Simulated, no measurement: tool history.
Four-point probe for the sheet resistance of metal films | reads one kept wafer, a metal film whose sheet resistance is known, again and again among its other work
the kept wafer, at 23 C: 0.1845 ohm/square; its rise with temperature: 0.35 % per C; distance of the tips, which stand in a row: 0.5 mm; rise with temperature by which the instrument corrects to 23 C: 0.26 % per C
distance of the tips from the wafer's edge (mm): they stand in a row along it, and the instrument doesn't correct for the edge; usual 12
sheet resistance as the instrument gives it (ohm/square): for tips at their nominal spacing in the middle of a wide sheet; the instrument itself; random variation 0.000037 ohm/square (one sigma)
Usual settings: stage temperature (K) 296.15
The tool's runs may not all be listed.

run   hour  stage temperature (K)  distance of the tips from the wafer's edge (mm)  sheet resistance as the instrument gives it (ohm/square)
  1    0.0                 296.15                                               12                                                  0.183434
  2   46.1                 299.15                                               12                                                  0.183893
  3   79.6                 296.15                                               12                                                  0.183370
  4  135.3                 296.15                                               12                                                  0.183228
  5  175.0                 301.15                                               12                                                  0.184063
  6  225.7                 296.15                                                8                                                  0.183358
  7  253.1                 296.15                                               12                                                  0.183099
  8  307.7                 296.15                                               12                                                  0.183083
  9  330.8                 296.15                                                8                                                  0.183151
 10  378.7                 296.15                                                8                                                  0.183141
 11  420.7                 296.15                                                8                                                  0.183102
 12  474.8                 300.15                                                6                                                  0.183970
 13  514.1                 300.15                                                6                                                  0.183954

5 ways to go on from here, each from the tool as it stands after run 13. What would each give?
  A  548.8                 296.15                                                6                                                         ?
  B  548.8                 305.15                                                5                                                         ?
  C  548.8                 307.15                                               47                                                         ?
  D  548.8                 302.15                                                7                                                         ?
  E  548.8                 295.15                                               31                                                         ?

run  sheet resistance as the instrument gives it (ohm/square)
  A                                                  0.183211
  B                                                  0.185092
  C                                                  0.184433
  D                                                  0.184092
  E                                                  0.182358
Without the tool's hidden state the same runs would have given:
run  sheet resistance as the instrument gives it (ohm/square)
  A                                                  0.185176
  B                                                  0.187067
  C                                                  0.186400
  D                                                  0.186060
  E                                                  0.184315

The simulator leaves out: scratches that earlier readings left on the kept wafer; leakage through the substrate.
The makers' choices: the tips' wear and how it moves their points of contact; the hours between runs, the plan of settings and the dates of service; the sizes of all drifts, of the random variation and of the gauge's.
